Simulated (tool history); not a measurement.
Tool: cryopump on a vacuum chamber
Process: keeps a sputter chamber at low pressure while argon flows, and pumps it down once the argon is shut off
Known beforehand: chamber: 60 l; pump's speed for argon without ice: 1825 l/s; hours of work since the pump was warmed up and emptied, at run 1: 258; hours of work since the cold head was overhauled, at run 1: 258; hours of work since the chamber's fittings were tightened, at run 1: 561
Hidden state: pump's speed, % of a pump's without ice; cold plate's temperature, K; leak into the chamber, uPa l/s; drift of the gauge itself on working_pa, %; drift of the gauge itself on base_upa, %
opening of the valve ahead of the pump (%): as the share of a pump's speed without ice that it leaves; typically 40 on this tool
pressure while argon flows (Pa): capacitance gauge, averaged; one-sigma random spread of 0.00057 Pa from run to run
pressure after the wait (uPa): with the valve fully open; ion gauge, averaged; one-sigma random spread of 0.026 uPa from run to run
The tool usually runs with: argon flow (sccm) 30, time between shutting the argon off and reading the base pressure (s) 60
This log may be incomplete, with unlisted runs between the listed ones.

| run | day | argon flow (sccm) | time between shutting the argon off and reading the base pressure (s) | opening of the valve ahead of the pump (%) | hours of work since the pump was warmed up and emptied | hours of work since the cold head was overhauled | hours of work since the chamber's fittings were tightened | pressure while argon flows (Pa) | pressure after the wait (uPa) |
|---|---|---|---|---|---|---|---|---|---|
| 1 | 0.000 | 30 | 60 | 40 | 258 | 258 | 561 | 0.0724 | 1.22 |
| 2 | 0.492 | 30 | 141 | 40 | 262 | 262 | 566 | 0.0731 | 0.71 |
| 3 | 1.288 | 30 | 60 | 40 | 270 | 270 | 573 | 0.0720 | 1.30 |
| 4 | 1.800 | 19 | 60 | 40 | 275 | 275 | 578 | 0.0469 | 1.27 |
| 5 | 2.425 | 19 | 60 | 40 | 281 | 281 | 584 | 0.0461 | 1.28 |
| 6 | 2.838 | 19 | 60 | 40 | 285 | 285 | 588 | 0.0454 | 1.24 |
| 7 | 3.175 | 19 | 60 | 40 | 288 | 288 | 592 | 0.0473 | 1.27 |
| 8 | 3.758 | 19 | 124 | 40 | 294 | 294 | 597 | 0.0459 | 0.79 |
| 9 | 4.204 | 19 | 124 | 40 | 299 | 299 | 602 | 0.0464 | 0.80 |
| 10 | 4.608 | 36 | 124 | 40 | 302 | 302 | 606 | 0.0885 | 0.77 |
| 11 | 5.192 | 36 | 124 | 46 | 308 | 308 | 611 | 0.0784 | 0.79 |
| 12 | 5.592 | 36 | 124 | 46 | 312 | 312 | 615 | 0.0777 | 0.83 |
| 13 | 5.979 | 36 | 124 | 46 | 316 | 316 | 619 | 0.0765 | 0.82 |
| 14 | 6.767 | 30 | 60 | 29 | 323 | 323 | 627 | 0.0981 | 1.24 |
| 15 | 7.246 | 30 | 60 | 29 | 328 | 328 | 631 | 0.0989 | 1.31 |
| 16 | 7.892 | 30 | 60 | 29 | 334 | 334 | 638 | 0.0993 | 1.27 |
| 17 | 8.467 | 37 | 60 | 17 | 340 | 340 | 643 | 0.2082 | 1.28 |
| 18 | 9.142 | 37 | 60 | 17 | 346 | 346 | 650 | 0.2071 | 1.30 |
| 19 | 9.692 | 45 | 69 | 52 | 352 | 352 | 655 | 0.0854 | 1.18 |
| 20 | 10.471 | 45 | 28 | 18 | 359 | 359 | 663 | 0.2405 | 2.42 |
| 21 | 11.133 | 30 | 179 | 32 | 366 | 366 | 669 | 0.0905 | 0.69 |
| 22 | 11.729 | 30 | 60 | 34 | 372 | 372 | 675 | 0.0866 | 1.28 |
| 23 | 12.333 | 57 | 83 | 16 | 377 | 377 | 681 | 0.3383 | 1.02 |
| 24 | 13.088 | 57 | 30 | 36 | 385 | 385 | 688 | 0.1538 | 2.21 |
| 25 | 13.788 | 19 | 285 | 36 | 392 | 392 | 695 | 0.0521 | 0.59 |
| 26 | 14.529 | 15 | 24 | 21 | 399 | 399 | 702 | 0.0681 | 2.68 |
| 27 | 15.200 | 15 | 24 | 21 | 405 | 405 | 708 | 0.0697 | 2.70 |
| 28 | 15.696 | 15 | 24 | 56 | 410 | 410 | 713 | 0.0276 | 2.74 |
| 29 | 16.475 | 24 | 224 | 40 | 418 | 418 | 721 | 0.0600 | 0.65 |

How would selected steps in pressure while argon flows (Pa) from run to run divide? Give the signed amount a tool lacking its hidden state would still show from settings, what came in and random variation, and the signed amount left for the hidden state, including any gauge scatter that is not in both of the compared results.
Run 22 -> 23: argon flow (sccm) 30 -> 57, time between shutting the argon off and reading the base pressure (s) 60 -> 83, opening of the valve ahead of the pump (%) 34 -> 16. pressure while argon flows (Pa) +0.2517: hidden state +0.0043, all else +0.2474.
Run 23 -> 24: time between shutting the argon off and reading the base pressure (s) 83 -> 30, opening of the valve ahead of the pump (%) 16 -> 36. pressure while argon flows (Pa) -0.1845: hidden state +0.0000, all else -0.1845.
Run 24 -> 25: argon flow (sccm) 57 -> 19, time between shutting the argon off and reading the base pressure (s) 30 -> 285. pressure while argon flows (Pa) -0.1017: hidden state -0.0058, all else -0.0959.
